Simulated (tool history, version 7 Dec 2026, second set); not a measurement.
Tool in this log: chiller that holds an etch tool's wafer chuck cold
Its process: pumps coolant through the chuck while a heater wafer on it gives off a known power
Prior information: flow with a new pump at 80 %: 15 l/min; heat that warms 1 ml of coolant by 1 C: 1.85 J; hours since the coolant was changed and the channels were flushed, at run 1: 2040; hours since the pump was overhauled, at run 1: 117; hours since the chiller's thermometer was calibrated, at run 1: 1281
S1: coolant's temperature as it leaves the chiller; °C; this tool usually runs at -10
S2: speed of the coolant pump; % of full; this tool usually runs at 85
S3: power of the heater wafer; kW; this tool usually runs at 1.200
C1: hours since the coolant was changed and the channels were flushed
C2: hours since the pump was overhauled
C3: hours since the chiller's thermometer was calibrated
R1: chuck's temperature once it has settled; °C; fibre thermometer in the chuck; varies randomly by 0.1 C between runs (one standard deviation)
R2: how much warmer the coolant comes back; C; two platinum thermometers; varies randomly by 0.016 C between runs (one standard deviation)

run,hour,S1,S2,S3,C1,C2,C3,R1,R2
1,0.0,-10,85,1.200,2040,117,1281,1.7,2.43
2,31.5,-10,85,1.200,2071,149,1313,1.6,2.42
3,53.4,-10,85,1.200,2093,171,1335,1.7,2.41
4,76.4,-12,85,1.200,2116,194,1357,-0.2,2.42
5,101.7,-10,85,1.466,2141,219,1383,4.3,2.91
6,125.5,-10,93,1.200,2165,243,1407,0.8,2.16
7,162.8,-20,85,1.200,2202,280,1444,-8.2,2.38
8,183.3,-20,85,1.200,2223,301,1464,-8.2,2.33
9,226.4,-20,85,1.200,2266,344,1508,-8.2,2.35
10,260.5,-20,85,1.200,2300,378,1542,-8.1,2.32
11,292.3,-20,85,1.200,2332,410,1573,-8.3,2.28
12,335.0,-7,85,1.200,2375,452,1616,4.7,2.30
13,357.3,-10,85,1.200,2397,475,1638,1.6,2.29
14,390.6,-10,85,1.200,2430,508,1672,1.7,2.27
15,428.8,-10,85,1.200,2468,546,1710,1.9,2.32
16,472.3,-10,85,1.200,2512,590,1753,1.7,2.24
17,514.2,-17,77,1.497,2554,632,1795,-0.7,3.19
18,541.8,-11,85,1.568,2581,659,1823,4.6,3.01
19,576.9,-10,74,1.200,2616,694,1858,3.6,2.62
20,595.4,-10,74,1.200,2635,713,1876,3.5,2.64
21,617.6,-10,74,1.200,2657,735,1899,3.5,2.59
22,652.5,-10,74,1.200,2692,770,1934,3.4,2.57
23,673.9,-10,76,1.200,2713,791,1955,3.2,2.52
24,708.5,-10,76,1.200,2748,826,1990,3.3,2.49
# hour 727.8: chiller's thermometer calibrated
# hour 729.9: gauge calibrated
25,749.4,-10,76,1.200,2788,866,22,3.2,2.73
26,789.0,-10,76,1.200,2828,905,61,3.2,2.75
27,824.8,-6,76,1.200,2863,941,97,7.1,2.71
28,845.8,-2,85,1.200,2884,962,118,9.8,2.40
29,879.3,0,85,1.200,2918,996,151,11.9,2.38

Expected results for the next run?
30,923.5,0,85,1.200,2962,1040,196,?,?

{"run 30": {"R1": 11.9, "R2": 2.35}}
Without the tool's hidden state the same run would have given R1 11.8 °C, R2 2.42 C.
